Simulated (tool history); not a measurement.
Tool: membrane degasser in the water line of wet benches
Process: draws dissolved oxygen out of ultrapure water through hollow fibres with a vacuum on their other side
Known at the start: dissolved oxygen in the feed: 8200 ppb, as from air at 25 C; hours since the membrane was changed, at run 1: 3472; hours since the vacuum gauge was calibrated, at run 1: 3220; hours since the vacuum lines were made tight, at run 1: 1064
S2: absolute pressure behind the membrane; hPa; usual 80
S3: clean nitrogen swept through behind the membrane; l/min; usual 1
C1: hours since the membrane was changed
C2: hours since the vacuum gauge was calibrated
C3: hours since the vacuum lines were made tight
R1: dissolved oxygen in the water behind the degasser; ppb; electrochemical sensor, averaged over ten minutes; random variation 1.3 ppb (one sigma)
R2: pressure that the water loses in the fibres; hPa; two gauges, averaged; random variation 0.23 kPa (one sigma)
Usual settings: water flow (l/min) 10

Run 1, hour 0: usual settings; C1 3472; C2 3220; C3 1064. Result: R1 126.8 ppb, R2 562.9 hPa.
Run 2, hour 36.6: usual settings; C1 3509; C2 3257; C3 1101. Result: R1 126.6 ppb, R2 564.4 hPa.
Run 3, hour 112.4: usual settings; C1 3585; C2 3332; C3 1177. Result: R1 125.5 ppb, R2 561.9 hPa.
Run 4, hour 171.8: usual settings; C1 3644; C2 3392; C3 1236. Result: R1 125.1 ppb, R2 559.8 hPa.
Run 5, hour 211.4: usual settings; C1 3684; C2 3431; C3 1276. Result: R1 125.6 ppb, R2 563.5 hPa.
Run 6, hour 247.8: usual settings; C1 3720; C2 3468; C3 1312. Result: R1 126.6 ppb, R2 565.1 hPa.
Run 7, hour 307.6: usual settings; C1 3780; C2 3528; C3 1372. Result: R1 125.8 ppb, R2 562 hPa.
Run 8, hour 352: usual settings; C1 3824; C2 3572; C3 1416. Result: R1 125.3 ppb, R2 565.5 hPa.
Run 9, hour 441.4: usual settings; C1 3914; C2 3661; C3 1506. Result: R1 124 ppb, R2 561.6 hPa.
Run 10, hour 524.2: usual settings; C1 3996; C2 3744; C3 1589. Result: R1 129.3 ppb, R2 557.8 hPa.

Forecast run 11:
Run 11, hour 569: usual settings; C1 4041; C2 3789; C3 1633. Result: R1 ?, R2 ?.

{"run 11": {"R1": 124.4, "R2": 555.9}}
Without the tool's hidden state the same run would have given R1 124.3 ppb, R2 561.1 hPa.

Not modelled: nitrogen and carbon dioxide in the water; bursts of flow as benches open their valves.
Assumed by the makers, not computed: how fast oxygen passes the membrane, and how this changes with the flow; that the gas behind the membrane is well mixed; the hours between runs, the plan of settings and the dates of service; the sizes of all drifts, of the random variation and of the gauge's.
